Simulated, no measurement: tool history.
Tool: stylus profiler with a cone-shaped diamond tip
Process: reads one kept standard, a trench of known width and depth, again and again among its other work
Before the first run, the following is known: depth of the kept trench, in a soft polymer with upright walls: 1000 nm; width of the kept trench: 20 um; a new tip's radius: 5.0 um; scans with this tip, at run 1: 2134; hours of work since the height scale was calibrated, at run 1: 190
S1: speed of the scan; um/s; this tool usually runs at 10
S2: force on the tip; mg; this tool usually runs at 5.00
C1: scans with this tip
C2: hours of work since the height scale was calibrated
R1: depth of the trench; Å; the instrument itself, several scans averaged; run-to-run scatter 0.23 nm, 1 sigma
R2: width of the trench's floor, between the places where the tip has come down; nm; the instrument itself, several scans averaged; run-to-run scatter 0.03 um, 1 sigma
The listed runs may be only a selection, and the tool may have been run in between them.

| run | hour | S1 | S2 | C1 | C2 | R1 | R2 |
|---|---|---|---|---|---|---|---|
| 1 | 0.0 | 10 | 5.00 | 2134 | 190 | 10153.9 | 13960 |
| 2 | 13.3 | 10 | 5.00 | 2223 | 198 | 10153.0 | 13980 |
| 3 | 31.5 | 10 | 1.89 | 2347 | 209 | 10077.9 | 13950 |
| 4 | 47.9 | 10 | 1.89 | 2458 | 219 | 10078.4 | 13960 |
| 5 | 58.5 | 10 | 1.89 | 2529 | 225 | 10078.2 | 13980 |
| 6 | 79.0 | 10 | 1.89 | 2668 | 238 | 10079.8 | 13960 |
| 7 | 92.5 | 5 | 5.00 | 2759 | 246 | 10156.6 | 14020 |
| 8 | 103.1 | 10 | 5.00 | 2831 | 252 | 10153.7 | 13960 |
| 9 | 124.6 | 10 | 2.94 | 2976 | 265 | 10110.7 | 13950 |
| 10 | 148.1 | 9 | 2.94 | 3135 | 279 | 10110.3 | 13980 |
| 11 | 158.9 | 9 | 2.94 | 3208 | 286 | 10107.4 | 13970 |
| 12 | 174.7 | 10 | 5.00 | 3315 | 295 | 10154.0 | 13950 |
| 13 | 198.9 | 10 | 5.00 | 3479 | 310 | 10154.5 | 13960 |
| 14 | 216.3 | 10 | 5.00 | 3597 | 320 | 10157.2 | 13980 |
| 15 | 234.3 | 10 | 10.91 | 3718 | 331 | 10263.4 | 14010 |
| 16 | 253.2 | 6 | 1.73 | 3846 | 343 | 10074.4 | 13960 |
| 17 | 270.5 | 6 | 1.73 | 3963 | 353 | 10075.1 | 13940 |
| 18 | 293.1 | 10 | 7.58 | 4116 | 367 | 10205.0 | 13990 |
| 19 | 307.4 | 10 | 7.58 | 4213 | 375 | 10204.6 | 14000 |
| 20 | 318.3 | 5 | 5.00 | 4286 | 382 | 10153.1 | 14020 |
| 21 | 337.1 | 40 | 12.74 | 4414 | 393 | 10283.3 | 13950 |
| 22 | 354.3 | 40 | 12.74 | 4530 | 403 | 10288.1 | 13940 |
| 23 | 368.1 | 25 | 7.34 | 4623 | 412 | 10198.5 | 13930 |
| 24 | 386.4 | 14 | 1.91 | 4747 | 423 | 10079.5 | 13940 |
| 25 | 404.7 | 12 | 6.05 | 4871 | 434 | 10175.2 | 13950 |

4 ways to go on from here, each from the tool as it stands after run 25. What would each give?
| A | 428.7 | 3 | 6.05 | 5033 | 448 | ? | ? |
| B | 428.7 | 10 | 3.44 | 5033 | 448 | ? | ? |
| C | 428.7 | 12 | 7.62 | 5033 | 448 | ? | ? |
| D | 428.7 | 34 | 11.69 | 5033 | 448 | ? | ? |

| run | R1 | R2 |
|---|---|---|
| A | 10174.7 | 13980 |
| B | 10125.5 | 13960 |
| C | 10205.5 | 13920 |
| D | 10273.2 | 13920 |
Take away the tool's hidden state, keep each run's random variation, and the runs would have read:
| run | R1 | R2 |
|---|---|---|
| A | 10174.8 | 13990 |
| B | 10125.6 | 13960 |
| C | 10205.5 | 13920 |
| D | 10273.2 | 13920 |
